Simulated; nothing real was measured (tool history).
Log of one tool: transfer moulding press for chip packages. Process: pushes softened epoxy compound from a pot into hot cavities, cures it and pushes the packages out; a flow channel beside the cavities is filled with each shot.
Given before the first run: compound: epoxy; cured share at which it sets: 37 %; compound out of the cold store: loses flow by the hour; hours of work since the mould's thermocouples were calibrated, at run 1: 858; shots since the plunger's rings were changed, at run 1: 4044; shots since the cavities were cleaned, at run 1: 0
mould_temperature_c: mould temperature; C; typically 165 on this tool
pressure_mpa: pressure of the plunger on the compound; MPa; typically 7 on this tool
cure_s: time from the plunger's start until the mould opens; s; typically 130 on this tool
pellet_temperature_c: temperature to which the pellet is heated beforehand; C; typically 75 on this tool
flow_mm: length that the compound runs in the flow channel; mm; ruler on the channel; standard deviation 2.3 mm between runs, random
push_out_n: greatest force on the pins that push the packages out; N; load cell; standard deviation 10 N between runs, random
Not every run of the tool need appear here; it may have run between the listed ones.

| run | hour | mould_temperature_c | pressure_mpa | cure_s | pellet_temperature_c | hours of work since the mould's thermocouples were calibrated | shots since the plunger's rings were changed | shots since the cavities were cleaned | incoming compound's hours out of the cold store | flow_mm | push_out_n |
|---|---|---|---|---|---|---|---|---|---|---|---|
| 1 | 0 | 165 | 7 | 130 | 75 | 858 | 4044 | 0 | 20.4 | 808 | 487 |
|  | 35.2 | mould's thermocouples calibrated |
| 2 | 55.8 | 159 | 7 | 130 | 75 | 10 | 4398 | 354 | 28 | 803 | 773 |
| 3 | 96.7 | 159 | 7 | 130 | 75 | 29 | 4668 | 624 | 20.4 | 822 | 904 |
| 4 | 123.7 | 159 | 7 | 130 | 75 | 42 | 4845 | 801 | 47.5 | 731 | 887 |
|  | 134.9 | plunger's sealing rings changed |
|  | 151.5 | cavities cleaned with cleaning compound and waxed |
| 5 | 186.2 | 159 | 7 | 130 | 75 | 70 | 328 | 229 | 39.3 | 796 | 703 |
| 6 | 225.8 | 170 | 7 | 130 | 75 | 89 | 588 | 489 | 12.4 | 854 | 662 |
| 7 | 273.8 | 170 | 7 | 130 | 68 | 112 | 905 | 806 | 15 | 834 | 724 |
|  | 298.8 | cavities cleaned with cleaning compound and waxed |
| 8 | 319.4 | 170 | 7 | 130 | 68 | 133 | 1196 | 136 | 38.6 | 750 | 510 |
| 9 | 354.5 | 170 | 7 | 130 | 68 | 150 | 1427 | 367 | 19 | 818 | 601 |
| 10 | 405.3 | 165 | 7 | 130 | 75 | 174 | 1761 | 701 | 15.1 | 850 | 763 |
|  | 447.1 | cavities cleaned with cleaning compound and waxed |
| 11 | 448.9 | 165 | 7 | 130 | 75 | 194 | 2038 | 12 | 8.4 | 870 | 494 |
| 12 | 492.8 | 165 | 7 | 130 | 75 | 215 | 2327 | 301 | 30 | 787 | 600 |
| 13 | 522.3 | 165 | 7 | 130 | 75 | 229 | 2522 | 496 | 22.1 | 814 | 698 |
| 14 | 567.9 | 165 | 7 | 139 | 75 | 251 | 2822 | 796 | 25.2 | 802 | 780 |
|  | 591.2 | cavities cleaned with cleaning compound and waxed |
| 15 | 621 | 165 | 7 | 139 | 75 | 275 | 3162 | 196 | 21.2 | 809 | 553 |
| 16 | 655.6 | 165 | 5.8 | 139 | 75 | 292 | 3390 | 424 | 20.5 | 739 | 635 |
| 17 | 690.7 | 163 | 7 | 161 | 77 | 309 | 3621 | 655 | 39 | 750 | 689 |
| 18 | 725.7 | 161 | 7.65 | 130 | 84 | 325 | 3852 | 886 | 29.9 | 824 | 899 |
|  | 736.5 | cavities cleaned with cleaning compound and waxed |
| 19 | 784.4 | 161 | 7.65 | 130 | 84 | 352 | 4228 | 316 | 34.1 | 803 | 702 |
| 20 | 817.4 | 164 | 8.35 | 114 | 84 | 368 | 4445 | 533 | 45.8 | 785 | 767 |
| 21 | 874 | 159 | 7.16 | 164 | 79 | 395 | 4819 | 907 | 43.7 | 749 | 773 |
|  | 880.6 | cavities cleaned with cleaning compound and waxed |
|  | 893.9 | plunger's sealing rings changed |
| 22 | 915.8 | 160 | 6.14 | 139 | 80 | 413 | 144 | 215 | 20 | 811 | 640 |
| 23 | 963.8 | 165 | 7 | 144 | 75 | 436 | 461 | 532 | 36.9 | 774 | 671 |
| 24 | 1016.1 | 165 | 7 | 144 | 75 | 461 | 805 | 876 | 40.6 | 763 | 756 |
|  | 1028.1 | cavities cleaned with cleaning compound and waxed |
| 25 | 1073.1 | 165 | 7 | 144 | 75 | 487 | 1170 | 296 | 32 | 792 | 605 |
| 26 | 1115.9 | 165 | 6.09 | 130 | 71 | 508 | 1452 | 578 | 43.3 | 697 | 747 |
| 27 | 1148.5 | 164 | 7 | 130 | 75 | 523 | 1667 | 793 | 30.6 | 793 | 804 |

Below, some changes in flow_mm between adjacent runs. For each, the amount present without the hidden state too (settings, incoming material, random variation) and the amount remaining for the hidden state with gauge scatter not shared by both compared results:
The tool's hidden condition here consists of: true mould temperature over the reading, C; pressure that reaches the compound, % of what is set; grip of the stained cavities, % over clean ones'; drift of the gauge itself on flow_mm, %; drift of the gauge itself on push_out_n, %.
Run 4 -> 5: plunger's sealing rings changed, cavities cleaned with cleaning compound and waxed. flow_mm +65 mm: hidden state +41, all else +24.
Run 21 -> 22: mould_temperature_c 159 -> 160, pressure_mpa 7.16 -> 6.14, cure_s 164 -> 139, pellet_temperature_c 79 -> 80, cavities cleaned with cleaning compound and waxed, plunger's sealing rings changed. flow_mm +62 mm: hidden state +42, all else +20.
Run 25 -> 26: pressure_mpa 7 -> 6.09, cure_s 144 -> 130, pellet_temperature_c 75 -> 71. flow_mm -95 mm: hidden state -1, all else -94.
Run 26 -> 27: mould_temperature_c 165 -> 164, pressure_mpa 6.09 -> 7, pellet_temperature_c 71 -> 75. flow_mm +96 mm: hidden state -4, all else +100.
